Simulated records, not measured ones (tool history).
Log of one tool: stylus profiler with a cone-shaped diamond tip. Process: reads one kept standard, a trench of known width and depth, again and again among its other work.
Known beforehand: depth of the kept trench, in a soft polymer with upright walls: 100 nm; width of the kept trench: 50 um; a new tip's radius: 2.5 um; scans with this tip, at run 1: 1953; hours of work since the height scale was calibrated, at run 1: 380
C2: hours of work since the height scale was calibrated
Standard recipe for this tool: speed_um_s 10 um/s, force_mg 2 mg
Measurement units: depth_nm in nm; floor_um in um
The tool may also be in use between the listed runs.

run 1 hour=0 | speed_um_s=10 force_mg=2 | scans_with_this_tip=1953 C2=380 | depth_nm=101.61 floor_um=48.47
run 2 hour=56.8 | speed_um_s=10 force_mg=2 | scans_with_this_tip=2112 C2=411 | depth_nm=101.65 floor_um=48.44
run 3 hour=156.1 | speed_um_s=4 force_mg=2 | scans_with_this_tip=2390 C2=466 | depth_nm=101.54 floor_um=48.45
run 4 hour=212.8 | speed_um_s=4 force_mg=2 | scans_with_this_tip=2549 C2=497 | depth_nm=101.54 floor_um=48.45
run 5 hour=287.1 | speed_um_s=10 force_mg=2 | scans_with_this_tip=2757 C2=537 | depth_nm=101.65 floor_um=48.39
run 6 hour=373.6 | speed_um_s=10 force_mg=2 | scans_with_this_tip=2999 C2=584 | depth_nm=101.68 floor_um=48.49
run 7 hour=447.4 | speed_um_s=10 force_mg=2 | scans_with_this_tip=3206 C2=625 | depth_nm=101.61 floor_um=48.37
run 8 hour=515.6 | speed_um_s=14 force_mg=2 | scans_with_this_tip=3397 C2=662 | depth_nm=101.6 floor_um=48.35
run 9 hour=611.2 | speed_um_s=14 force_mg=2 | scans_with_this_tip=3665 C2=714 | depth_nm=101.63 floor_um=48.35
run 10 hour=689.8 | speed_um_s=14 force_mg=5.43 | scans_with_this_tip=3885 C2=757 | depth_nm=103.11 floor_um=48.36
run 11 hour=757.6 | speed_um_s=10 force_mg=1.6 | scans_with_this_tip=4075 C2=794 | depth_nm=101.54 floor_um=48.37
run 12 hour=811.1 | speed_um_s=10 force_mg=1.6 | scans_with_this_tip=4225 C2=823 | depth_nm=101.48 floor_um=48.28
run 13 hour=870.6 | speed_um_s=10 force_mg=1.6 | scans_with_this_tip=4392 C2=856 | depth_nm=101.52 floor_um=48.35
run 14 hour=947.8 | speed_um_s=10 force_mg=1.6 | scans_with_this_tip=4608 C2=898 | depth_nm=101.52 floor_um=48.31
run 15 hour=993.8 | speed_um_s=8 force_mg=1.6 | scans_with_this_tip=4737 C2=923 | depth_nm=101.51 floor_um=48.35
run 16 hour=1088.7 | speed_um_s=8 force_mg=1.6 | scans_with_this_tip=5003 C2=975 | depth_nm=101.57 floor_um=48.36
run 17 hour=1167.6 | speed_um_s=8 force_mg=5.68 | scans_with_this_tip=5224 C2=1018 | depth_nm=103.27 floor_um=48.32
run 18 hour=1208.2 | speed_um_s=8 force_mg=5.68 | scans_with_this_tip=5337 C2=1040 | depth_nm=103.28 floor_um=48.33
-- hour=1213.7 height scale calibrated on a step standard
run 19 hour=1279.4 | speed_um_s=8 force_mg=5.68 | scans_with_this_tip=5535 C2=36 | depth_nm=103.4 floor_um=48.35
run 20 hour=1347.3 | speed_um_s=10 force_mg=2 | scans_with_this_tip=5726 C2=73 | depth_nm=101.87 floor_um=48.3
-- hour=1382.5 height scale calibrated on a step standard, once more
run 21 hour=1426.4 | speed_um_s=10 force_mg=2 | scans_with_this_tip=5946 C2=24 | depth_nm=101.46 floor_um=48.29
run 22 hour=1496 | speed_um_s=10 force_mg=2 | scans_with_this_tip=6141 C2=62 | depth_nm=101.45 floor_um=48.3
run 23 hour=1592.3 | speed_um_s=10 force_mg=2 | scans_with_this_tip=6411 C2=115 | depth_nm=101.44 floor_um=48.26
run 24 hour=1661.6 | speed_um_s=10 force_mg=1.39 | scans_with_this_tip=6605 C2=152 | depth_nm=101.23 floor_um=48.28
run 25 hour=1720.5 | speed_um_s=10 force_mg=1.39 | scans_with_this_tip=6770 C2=185 | depth_nm=101.17 floor_um=48.23
run 26 hour=1788.9 | speed_um_s=23 force_mg=2 | scans_with_this_tip=6961 C2=222 | depth_nm=101.55 floor_um=48.24
run 27 hour=1872.5 | speed_um_s=23 force_mg=5.47 | scans_with_this_tip=7196 C2=267 | depth_nm=103.03 floor_um=48.22
run 28 hour=1962.2 | speed_um_s=8 force_mg=2 | scans_with_this_tip=7447 C2=316 | depth_nm=101.54 floor_um=48.24
run 29 hour=2033.3 | speed_um_s=6 force_mg=1.2 | scans_with_this_tip=7646 C2=355 | depth_nm=101.09 floor_um=48.25
run 30 hour=2086 | speed_um_s=3 force_mg=4.31 | scans_with_this_tip=7794 C2=384 | depth_nm=102.56 floor_um=48.27
run 31 hour=2146 | speed_um_s=7 force_mg=2.68 | scans_with_this_tip=7962 C2=417 | depth_nm=101.82 floor_um=48.23
run 32 hour=2229.5 | speed_um_s=3 force_mg=0.81 | scans_with_this_tip=8196 C2=462 | depth_nm=100.91 floor_um=48.24
run 33 hour=2289.7 | speed_um_s=37 force_mg=0.92 | scans_with_this_tip=8364 C2=495 | depth_nm=101.02 floor_um=48.12
run 34 hour=2356.7 | speed_um_s=8 force_mg=0.92 | scans_with_this_tip=8552 C2=532 | depth_nm=101.02 floor_um=48.17
run 35 hour=2397.2 | speed_um_s=8 force_mg=0.92 | scans_with_this_tip=8665 C2=554 | depth_nm=101.04 floor_um=48.16
run 36 hour=2497.4 | speed_um_s=3 force_mg=1.69 | scans_with_this_tip=8946 C2=609 | depth_nm=101.49 floor_um=48.19
run 37 hour=2590 | speed_um_s=2 force_mg=2 | scans_with_this_tip=9206 C2=659 | depth_nm=101.63 floor_um=48.2
run 38 hour=2681.5 | speed_um_s=30 force_mg=2.84 | scans_with_this_tip=9462 C2=709 | depth_nm=102.08 floor_um=48.09
run 39 hour=2764.5 | speed_um_s=2 force_mg=2 | scans_with_this_tip=9694 C2=754 | depth_nm=101.65 floor_um=48.14
run 40 hour=2861.7 | speed_um_s=12 force_mg=2 | scans_with_this_tip=9967 C2=807 | depth_nm=101.62 floor_um=48.07
run 41 hour=2932 | speed_um_s=12 force_mg=2 | scans_with_this_tip=10164 C2=846 | depth_nm=101.69 floor_um=48.03
run 42 hour=2987.4 | speed_um_s=5 force_mg=2 | scans_with_this_tip=10319 C2=876 | depth_nm=101.74 floor_um=48.13
run 43 hour=3040.8 | speed_um_s=26 force_mg=0.68 | scans_with_this_tip=10469 C2=905 | depth_nm=100.99 floor_um=47.98
run 44 hour=3119.1 | speed_um_s=3 force_mg=3.52 | scans_with_this_tip=10688 C2=948 | depth_nm=102.43 floor_um=48.1
run 45 hour=3170.1 | speed_um_s=10 force_mg=2.34 | scans_with_this_tip=10831 C2=976 | depth_nm=101.9 floor_um=48.09
run 46 hour=3217.4 | speed_um_s=10 force_mg=2.34 | scans_with_this_tip=10963 C2=1002 | depth_nm=101.85 floor_um=48.09

Subtracting, for every run, the result it would have given without the tool's unlogged condition from the measured result gives the following. The same run-to-run variation enters both numbers; the gauge's scatter may not:
What the log doesn't record here: radius of the tip, um; height scale over the true one, %; drift of the gauge itself on depth_nm, %; drift of the gauge itself on floor_um, %.
run=1 depth_nm=+0.11 floor_um=-0.11
run=2 depth_nm=+0.12 floor_um=-0.12
run=3 depth_nm=+0.13 floor_um=-0.13
run=4 depth_nm=+0.14 floor_um=-0.14
run=5 depth_nm=+0.15 floor_um=-0.15
run=6 depth_nm=+0.16 floor_um=-0.16
run=7 depth_nm=+0.17 floor_um=-0.16
run=8 depth_nm=+0.18 floor_um=-0.17
run=9 depth_nm=+0.19 floor_um=-0.19
run=10 depth_nm=+0.21 floor_um=-0.2
run=11 depth_nm=+0.22 floor_um=-0.21
run=12 depth_nm=+0.22 floor_um=-0.21
run=13 depth_nm=+0.24 floor_um=-0.22
run=14 depth_nm=+0.24 floor_um=-0.23
run=15 depth_nm=+0.25 floor_um=-0.23
run=16 depth_nm=+0.27 floor_um=-0.24
run=17 depth_nm=+0.29 floor_um=-0.26
run=18 depth_nm=+0.29 floor_um=-0.26
run=19 depth_nm=+0.42 floor_um=-0.27
run=20 depth_nm=+0.42 floor_um=-0.27
run=21 depth_nm=+0 floor_um=-0.28
run=22 depth_nm=+0.01 floor_um=-0.29
run=23 depth_nm=+0.03 floor_um=-0.3
run=24 depth_nm=+0.04 floor_um=-0.31
run=25 depth_nm=+0.05 floor_um=-0.31
run=26 depth_nm=+0.06 floor_um=-0.32
run=27 depth_nm=+0.07 floor_um=-0.34
run=28 depth_nm=+0.08 floor_um=-0.34
run=29 depth_nm=+0.09 floor_um=-0.35
run=30 depth_nm=+0.1 floor_um=-0.36
run=31 depth_nm=+0.11 floor_um=-0.37
run=32 depth_nm=+0.12 floor_um=-0.37
run=33 depth_nm=+0.13 floor_um=-0.38
run=34 depth_nm=+0.14 floor_um=-0.39
run=35 depth_nm=+0.15 floor_um=-0.39
run=36 depth_nm=+0.16 floor_um=-0.4
run=37 depth_nm=+0.18 floor_um=-0.42
run=38 depth_nm=+0.19 floor_um=-0.42
run=39 depth_nm=+0.2 floor_um=-0.44
run=40 depth_nm=+0.21 floor_um=-0.45
run=41 depth_nm=+0.22 floor_um=-0.46
run=42 depth_nm=+0.23 floor_um=-0.46
run=43 depth_nm=+0.23 floor_um=-0.47
run=44 depth_nm=+0.25 floor_um=-0.48
run=45 depth_nm=+0.26 floor_um=-0.48
run=46 depth_nm=+0.27 floor_um=-0.48

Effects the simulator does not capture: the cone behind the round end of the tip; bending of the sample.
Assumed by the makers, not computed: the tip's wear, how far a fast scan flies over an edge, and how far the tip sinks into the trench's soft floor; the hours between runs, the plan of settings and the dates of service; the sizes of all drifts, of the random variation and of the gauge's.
